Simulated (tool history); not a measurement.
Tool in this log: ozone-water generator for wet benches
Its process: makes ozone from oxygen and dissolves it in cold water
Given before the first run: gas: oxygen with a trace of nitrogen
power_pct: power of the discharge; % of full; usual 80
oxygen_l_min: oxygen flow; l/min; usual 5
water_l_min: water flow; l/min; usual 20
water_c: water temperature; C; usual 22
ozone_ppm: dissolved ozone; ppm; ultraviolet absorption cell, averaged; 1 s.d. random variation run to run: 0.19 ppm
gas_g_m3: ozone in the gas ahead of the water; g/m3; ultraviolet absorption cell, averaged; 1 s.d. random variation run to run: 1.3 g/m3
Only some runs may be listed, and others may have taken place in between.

run     day  power_pct  oxygen_l_min  water_l_min  water_c  ozone_ppm  gas_g_m3
  1   0.000         80             5           20       22       26.0     240.0
  2   1.167         80             5           16       22       30.7     239.7
  3   2.683         80             5           20       22       26.2     242.0
  4   4.696         80             5           20       22       25.9     239.6
  5   6.821         80             5           20       22       26.1     239.2
  6   8.575         80             5           20       22       25.8     237.6
  7   9.638         80             5           20       22       26.0     237.8
  8  11.450         80             5           20       22       25.8     238.8
  9  12.725         44             5           20       22       16.6     153.6
 10  13.696         44             5           20       22       16.5     151.8
 11  15.700         44             5           20       22       16.2     152.2
 12  17.471         44             5           20       22       16.5     154.8
 13  19.512         44             5           20       22       16.6     153.9
 14  21.362         80             5           20       15       28.8     238.6
 15  22.821         80             5           20       15       28.2     237.8
 16  24.354         80             5           20       15       28.6     237.6

The next listed run, before its measurement:
 17  25.338         80             5           20       15          ?         ?

ozone_ppm: 28.5 ppm
gas_g_m3: 236.3 g/m3
Were there no unlogged condition in the tool, this run, its random variation unchanged, would have produced ozone_ppm 29.8 ppm, gas_g_m3 240.8 g/m3.
